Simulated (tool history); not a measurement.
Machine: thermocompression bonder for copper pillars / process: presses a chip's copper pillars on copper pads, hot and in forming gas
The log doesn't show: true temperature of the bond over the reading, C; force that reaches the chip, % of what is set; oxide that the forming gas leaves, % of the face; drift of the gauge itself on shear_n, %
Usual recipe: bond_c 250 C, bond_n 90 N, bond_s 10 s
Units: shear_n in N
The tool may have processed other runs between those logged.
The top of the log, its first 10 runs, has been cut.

run	hour	bond_c	bond_n	bond_s	hours of work since the heater was calibrated	hours of work since the force cell was calibrated	hours of work since the gas filter was changed	shear_n
11	92.5	250	90	7	607	160	84	52.4
12	104.8	250	90	7	615	168	92	52.9
13	116.7	250	85	7	623	177	100	51.6
14	126.3	277	90	10	630	183	107	75.6
15	138.4	277	90	10	638	191	115	77.3
16	146.9	245	97	22	644	197	121	70.1
17	153.3	274	83	6	649	202	125	64.8
18	165.2	237	106	10	657	210	134	52.9
19	174.1	250	67	16	663	216	140	58.3
20	181.8	250	67	16	668	221	145	56.9
21	194	250	69	16	677	230	153	57.7
22	203.4	250	69	16	683	236	160	57.6
23	215.5	250	110	16	691	245	168	69.1
24	226.7	280	92	7	699	252	176	72.3
25	238.8	232	80	7	707	261	184	34.7
26	249.2	228	90	29	715	268	191	57.3
27	255.1	228	90	29	719	272	195	57.1
28	262.5	228	90	29	724	277	201	56.7
29	271.9	240	57	28	730	283	207	52.6
30	280.9	279	55	23	736	290	213	73.1

Below are 5 alternative next runs, each starting from the tool's condition after run 30. Predict each:
A	287.3	225	109	7	741	294	218	?
B	287.3	231	61	28	741	294	218	?
C	287.3	279	83	16	741	294	218	?
D	287.3	279	60	24	741	294	218	?
E	287.3	250	94	10	741	294	218	?

run	shear_n
A	36.5
B	47.9
C	77.4
D	77.1
E	57.5
Had the tool no hidden state, the same runs would have come out as:
run	shear_n
A	44.1
B	56.7
C	86.6
D	86.5
E	66.8
